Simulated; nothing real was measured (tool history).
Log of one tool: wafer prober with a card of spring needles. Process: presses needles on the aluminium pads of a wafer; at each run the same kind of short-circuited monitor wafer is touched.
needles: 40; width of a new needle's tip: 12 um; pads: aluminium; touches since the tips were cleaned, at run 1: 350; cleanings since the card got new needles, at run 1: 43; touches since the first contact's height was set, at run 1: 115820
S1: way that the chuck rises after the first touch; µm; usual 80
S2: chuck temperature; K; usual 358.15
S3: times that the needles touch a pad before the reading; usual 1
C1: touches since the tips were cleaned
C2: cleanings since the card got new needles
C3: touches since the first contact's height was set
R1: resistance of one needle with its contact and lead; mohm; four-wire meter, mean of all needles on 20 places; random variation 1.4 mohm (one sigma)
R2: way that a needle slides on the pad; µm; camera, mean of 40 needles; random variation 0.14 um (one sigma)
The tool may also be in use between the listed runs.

run,hour,S1,S2,S3,C1,C2,C3,R1,R2
1,0.0,80,358.15,1,350,43,115820,122,12.67
# hour 10.0: tips cleaned on abrasive film
# hour 21.3: tips cleaned on abrasive film
2,21.3,80,358.15,2,0,45,120380,121,13.13
3,31.9,80,365.15,1,2280,45,122660,121,12.93
# hour 33.8: tips cleaned on abrasive film
# hour 44.6: tips cleaned on abrasive film
4,49.8,80,365.15,1,1120,47,126474,122,12.89
# hour 56.5: tips cleaned on abrasive film
5,65.0,80,365.15,1,1836,48,129734,122,12.84
# hour 67.7: tips cleaned on abrasive film
# hour 78.8: tips cleaned on abrasive film
6,87.8,80,365.15,1,1940,50,134602,123,13.10
# hour 89.7: tips cleaned on abrasive film
# hour 100.8: tips cleaned on abrasive film
7,104.4,80,365.15,1,778,52,138137,123,13.03
# hour 112.5: tips cleaned on abrasive film
8,114.3,80,365.15,1,388,53,140249,123,12.75
# hour 123.2: tips cleaned on abrasive film
# hour 135.5: tips cleaned on abrasive film
9,136.5,80,365.15,1,215,55,144996,123,12.99
# hour 146.6: tips cleaned on abrasive film
10,150.9,80,365.15,1,932,56,148080,124,12.97
# hour 157.8: tips cleaned on abrasive film
11,163.1,92,358.15,1,1141,57,150692,121,14.74
# hour 169.3: tips cleaned on abrasive film
12,172.3,92,358.15,1,653,58,152654,120,14.94
# hour 175.9: height of the first contact set anew
# hour 180.3: tips cleaned on abrasive film
13,186.8,72,358.15,1,1407,59,2324,123,11.56
# hour 191.9: tips cleaned on abrasive film
# hour 203.1: tips cleaned on abrasive film
14,205.3,86,358.15,1,488,61,6272,120,13.95
# hour 214.2: tips cleaned on abrasive film
15,224.8,86,358.15,1,2278,62,10452,119,14.29
# hour 226.6: tips cleaned on abrasive film
16,236.1,80,358.15,1,2057,63,12865,119,13.00
# hour 237.5: tips cleaned on abrasive film
# hour 249.2: tips cleaned on abrasive film
17,255.1,64,335.15,2,1262,65,16914,122,10.43
# hour 260.6: tips cleaned on abrasive film
18,269.3,64,335.15,2,1877,66,19960,119,10.22
# hour 271.3: tips cleaned on abrasive film
# hour 282.7: tips cleaned on abrasive film
19,282.7,64,335.15,2,0,68,22800,119,10.48
# hour 293.8: tips cleaned on abrasive film
20,294.9,97,335.15,1,237,69,25418,118,15.68
# hour 304.6: tips cleaned on abrasive film
21,311.2,64,299.15,1,1420,70,28910,117,10.27
# hour 316.2: tips cleaned on abrasive film
22,321.5,64,299.15,1,1153,71,31114,117,10.24
# hour 327.9: tips cleaned on abrasive film
# hour 339.8: tips cleaned on abrasive film
23,340.4,81,299.15,3,132,73,35146,114,13.22
# hour 351.2: tips cleaned on abrasive film
24,351.4,80,323.15,2,26,74,37484,119,12.88
# hour 362.6: tips cleaned on abrasive film
25,371.0,71,358.15,2,1822,75,41710,122,11.60
# hour 373.6: tips cleaned on abrasive film
# hour 384.4: tips cleaned on abrasive film
26,388.2,71,305.15,2,822,77,45369,118,11.69
# hour 396.2: tips cleaned on abrasive film
27,399.0,80,358.15,2,608,78,47683,122,12.83
# hour 408.0: tips cleaned on abrasive film
# hour 418.9: tips cleaned on abrasive film
28,418.9,94,358.15,1,1,80,51922,118,15.10
# hour 431.3: tips cleaned on abrasive film
29,432.6,94,358.15,1,285,81,54865,121,15.19
# hour 442.5: tips cleaned on abrasive film
30,448.3,94,358.15,1,1246,82,58213,119,15.43
# hour 453.8: tips cleaned on abrasive film
31,457.4,63,374.15,1,794,83,60170,127,10.00

Hidden state at the last listed run before each entry between runs and at the first one after, where it differs:
Between runs 1 and 2: tips cleaned on abrasive film (hour 10.0); tips cleaned on abrasive film (hour 21.3)
  debris on the tips, nm: 0.2 -> 0.1
Between runs 3 and 4: tips cleaned on abrasive film (hour 33.8); tips cleaned on abrasive film (hour 44.6)
  debris on the tips, nm: 0.7 -> 0.4; way that the needles fall short of the set height, um: 0.08 -> 0.09
Between runs 4 and 5: tips cleaned on abrasive film (hour 56.5)
  debris on the tips, nm: 0.4 -> 0.5
Between runs 5 and 6: tips cleaned on abrasive film (hour 67.7); tips cleaned on abrasive film (hour 78.8)
  debris on the tips, nm: 0.5 -> 0.6
Between runs 6 and 7: tips cleaned on abrasive film (hour 89.7); tips cleaned on abrasive film (hour 100.8)
  debris on the tips, nm: 0.6 -> 0.3; way that the needles fall short of the set height, um: 0.09 -> 0.1
Between runs 7 and 8: tips cleaned on abrasive film (hour 112.5)
  debris on the tips, nm: 0.3 -> 0.1
Between runs 8 and 9: tips cleaned on abrasive film (hour 123.2); tips cleaned on abrasive film (hour 135.5)
  tips' diameter, um: 12.03 -> 12.04
Between runs 9 and 10: tips cleaned on abrasive film (hour 146.6)
  debris on the tips, nm: 0.1 -> 0.3
Between runs 10 and 11: tips cleaned on abrasive film (hour 157.8)
  way that the needles fall short of the set height, um: 0.1 -> 0.11
Between runs 11 and 12: tips cleaned on abrasive film (hour 169.3)
  debris on the tips, nm: 0.3 -> 0.2
Between runs 12 and 13: height of the first contact set anew (hour 175.9); tips cleaned on abrasive film (hour 180.3)
  debris on the tips, nm: 0.2 -> 0.4; way that the needles fall short of the set height, um: 0.11 -> 0
Between runs 13 and 14: tips cleaned on abrasive film (hour 191.9); tips cleaned on abrasive film (hour 203.1)
  debris on the tips, nm: 0.4 -> 0.2; way that the needles fall short of the set height, um: 0 -> 0.01
Between runs 14 and 15: tips cleaned on abrasive film (hour 214.2)
  debris on the tips, nm: 0.2 -> 0.7
Between runs 15 and 16: tips cleaned on abrasive film (hour 226.6)
  debris on the tips, nm: 0.7 -> 0.6
Between runs 16 and 17: tips cleaned on abrasive film (hour 237.5); tips cleaned on abrasive film (hour 249.2)
  debris on the tips, nm: 0.6 -> 0.4
Between runs 17 and 18: tips cleaned on abrasive film (hour 260.6)
  debris on the tips, nm: 0.4 -> 0.5
Between runs 18 and 19: tips cleaned on abrasive film (hour 271.3); tips cleaned on abrasive film (hour 282.7)
  debris on the tips, nm: 0.5 -> 0; way that the needles fall short of the set height, um: 0.01 -> 0.02
Between runs 19 and 20: tips cleaned on abrasive film (hour 293.8)
  debris on the tips, nm: 0 -> 0.1
Between runs 20 and 21: tips cleaned on abrasive film (hour 304.6)
  debris on the tips, nm: 0.1 -> 0.5; tips' diameter, um: 12.04 -> 12.05
Between runs 21 and 22: tips cleaned on abrasive film (hour 316.2)
  debris on the tips, nm: 0.5 -> 0.4
Between runs 22 and 23: tips cleaned on abrasive film (hour 327.9); tips cleaned on abrasive film (hour 339.8)
  debris on the tips, nm: 0.4 -> 0.1; way that the needles fall short of the set height, um: 0.02 -> 0.03
Between runs 23 and 24: tips cleaned on abrasive film (hour 351.2)
  no hidden state differs between the two runs
Between runs 24 and 25: tips cleaned on abrasive film (hour 362.6)
  debris on the tips, nm: 0.1 -> 0.5
Between runs 25 and 26: tips cleaned on abrasive film (hour 373.6); tips cleaned on abrasive film (hour 384.4)
  debris on the tips, nm: 0.5 -> 0.3
Between runs 26 and 27: tips cleaned on abrasive film (hour 396.2)
  way that the needles fall short of the set height, um: 0.03 -> 0.04
Between runs 27 and 28: tips cleaned on abrasive film (hour 408.0); tips cleaned on abrasive film (hour 418.9)
  debris on the tips, nm: 0.3 -> 0.1
Between runs 28 and 29: tips cleaned on abrasive film (hour 431.3)
  no hidden state differs between the two runs
Between runs 29 and 30: tips cleaned on abrasive film (hour 442.5)
  debris on the tips, nm: 0.1 -> 0.4
Between runs 30 and 31: tips cleaned on abrasive film (hour 453.8)
  debris on the tips, nm: 0.4 -> 0.3; way that the needles fall short of the set height, um: 0.04 -> 0.05
